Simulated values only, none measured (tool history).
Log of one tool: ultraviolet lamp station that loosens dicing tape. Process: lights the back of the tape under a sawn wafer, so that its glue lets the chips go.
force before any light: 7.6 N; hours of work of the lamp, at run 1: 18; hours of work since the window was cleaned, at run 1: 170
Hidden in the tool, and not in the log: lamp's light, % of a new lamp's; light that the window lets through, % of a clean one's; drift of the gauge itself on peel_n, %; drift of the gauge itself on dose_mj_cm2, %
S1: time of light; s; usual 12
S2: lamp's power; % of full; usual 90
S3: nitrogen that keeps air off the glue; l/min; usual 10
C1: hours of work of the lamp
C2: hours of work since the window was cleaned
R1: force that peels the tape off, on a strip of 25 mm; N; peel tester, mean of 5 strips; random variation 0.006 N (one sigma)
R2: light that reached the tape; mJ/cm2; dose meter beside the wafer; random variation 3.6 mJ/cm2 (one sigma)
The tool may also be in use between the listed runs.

run 1 hour=0 | S1=12 S2=90 S3=10 | C1=18 C2=170 | R1=0.185 R2=527
run 2 hour=10.9 | S1=12 S2=90 S3=10 | C1=26 C2=178 | R1=0.185 R2=533
run 3 hour=25.7 | S1=12 S2=90 S3=10 | C1=36 C2=188 | R1=0.206 R2=526
run 4 hour=42.5 | S1=12 S2=90 S3=17 | C1=47 C2=200 | R1=0.167 R2=520
run 5 hour=56.9 | S1=12 S2=90 S3=17 | C1=58 C2=210 | R1=0.163 R2=512
run 6 hour=68.9 | S1=12 S2=90 S3=17 | C1=66 C2=218 | R1=0.171 R2=513
run 7 hour=82.4 | S1=12 S2=90 S3=17 | C1=75 C2=228 | R1=0.175 R2=507
run 8 hour=93.7 | S1=12 S2=90 S3=10 | C1=83 C2=236 | R1=0.195 R2=504
-- hour=107.2 window cleaned of glue's vapour
run 9 hour=108.5 | S1=12 S2=80 S3=10 | C1=93 C2=1 | R1=0.204 R2=509
run 10 hour=119.6 | S1=8 S2=90 S3=10 | C1=101 C2=9 | R1=0.36 R2=377
run 11 hour=136.5 | S1=8 S2=90 S3=10 | C1=113 C2=20 | R1=0.365 R2=371
run 12 hour=154.7 | S1=8 S2=90 S3=10 | C1=125 C2=33 | R1=0.366 R2=367
run 13 hour=169.9 | S1=8 S2=90 S3=10 | C1=136 C2=44 | R1=0.381 R2=367
run 14 hour=181.7 | S1=8 S2=90 S3=10 | C1=144 C2=52 | R1=0.385 R2=362
run 15 hour=201.4 | S1=8 S2=90 S3=10 | C1=158 C2=66 | R1=0.397 R2=357
run 16 hour=214.6 | S1=8 S2=90 S3=10 | C1=167 C2=75 | R1=0.422 R2=354
run 17 hour=232.6 | S1=8 S2=90 S3=10 | C1=179 C2=87 | R1=0.428 R2=353
run 18 hour=245.6 | S1=12 S2=90 S3=10 | C1=188 C2=96 | R1=0.186 R2=526
run 19 hour=260.5 | S1=12 S2=90 S3=10 | C1=199 C2=107 | R1=0.193 R2=520
run 20 hour=271 | S1=12 S2=90 S3=10 | C1=206 C2=114 | R1=0.21 R2=515
run 21 hour=280.4 | S1=10 S2=74 S3=11 | C1=213 C2=120 | R1=0.405 R2=348
run 22 hour=289.3 | S1=12 S2=71 S3=4 | C1=219 C2=127 | R1=0.584 R2=408
run 23 hour=299.1 | S1=24 S2=90 S3=4 | C1=226 C2=133 | R1=0.143 R2=1015
run 24 hour=316.9 | S1=24 S2=90 S3=4 | C1=238 C2=146 | R1=0.143 R2=1000
run 25 hour=334.5 | S1=12 S2=74 S3=10 | C1=250 C2=158 | R1=0.316 R2=406
run 26 hour=348.4 | S1=12 S2=74 S3=10 | C1=260 C2=168 | R1=0.297 R2=403
run 27 hour=368.1 | S1=21 S2=98 S3=19 | C1=274 C2=181 | R1=0.135 R2=924
run 28 hour=381.9 | S1=10 S2=86 S3=3 | C1=283 C2=191 | R1=0.85 R2=383
run 29 hour=394.3 | S1=10 S2=86 S3=3 | C1=292 C2=200 | R1=0.825 R2=376
run 30 hour=408.1 | S1=18 S2=94 S3=7 | C1=301 C2=209 | R1=0.157 R2=734
run 31 hour=425.9 | S1=17 S2=75 S3=8 | C1=314 C2=222 | R1=0.2 R2=544
run 32 hour=439.1 | S1=7 S2=71 S3=5 | C1=323 C2=231 | R1=1.643 R2=212
run 33 hour=450.9 | S1=7 S2=71 S3=5 | C1=331 C2=239 | R1=1.713 R2=214
-- hour=459.9 window cleaned of glue's vapour
run 34 hour=461.4 | S1=7 S2=71 S3=5 | C1=338 C2=1 | R1=1.434 R2=232
run 35 hour=473.2 | S1=12 S2=90 S3=6 | C1=346 C2=9 | R1=0.26 R2=525
run 36 hour=486 | S1=12 S2=90 S3=6 | C1=355 C2=18 | R1=0.263 R2=513
run 37 hour=501.3 | S1=12 S2=90 S3=4 | C1=366 C2=29 | R1=0.351 R2=507
run 38 hour=514.8 | S1=9 S2=89 S3=10 | C1=375 C2=38 | R1=0.37 R2=371
run 39 hour=524.5 | S1=10 S2=94 S3=3 | C1=382 C2=45 | R1=0.624 R2=425
run 40 hour=542 | S1=23 S2=67 S3=10 | C1=394 C2=57 | R1=0.146 R2=713

The same runs without the tool's hidden state, with the same run-to-run variation:
run=1 R1=0.162 R2=589
run=2 R1=0.16 R2=598
run=3 R1=0.178 R2=596
run=4 R1=0.15 R2=596
run=5 R1=0.145 R2=593
run=6 R1=0.152 R2=598
run=7 R1=0.154 R2=596
run=8 R1=0.156 R2=598
run=9 R1=0.191 R2=532
run=10 R1=0.322 R2=397
run=11 R1=0.319 R2=394
run=12 R1=0.313 R2=395
run=13 R1=0.319 R2=398
run=14 R1=0.318 R2=395
run=15 R1=0.317 R2=396
run=16 R1=0.334 R2=396
run=17 R1=0.328 R2=399
run=18 R1=0.158 R2=599
run=19 R1=0.163 R2=598
run=20 R1=0.175 R2=596
run=21 R1=0.291 R2=406
run=22 R1=0.409 R2=477
run=23 R1=0.138 R2=1197
run=24 R1=0.137 R2=1192
run=25 R1=0.22 R2=490
run=26 R1=0.199 R2=491
run=27 R1=0.134 R2=1139
run=28 R1=0.538 R2=476
run=29 R1=0.51 R2=472
run=30 R1=0.144 R2=930
run=31 R1=0.153 R2=697
run=32 R1=1.082 R2=274
run=33 R1=1.117 R2=278
run=34 R1=1.133 R2=267
run=35 R1=0.201 R2=607
run=36 R1=0.2 R2=598
run=37 R1=0.25 R2=598
run=38 R1=0.258 R2=441
run=39 R1=0.421 R2=509
run=40 R1=0.138 R2=862
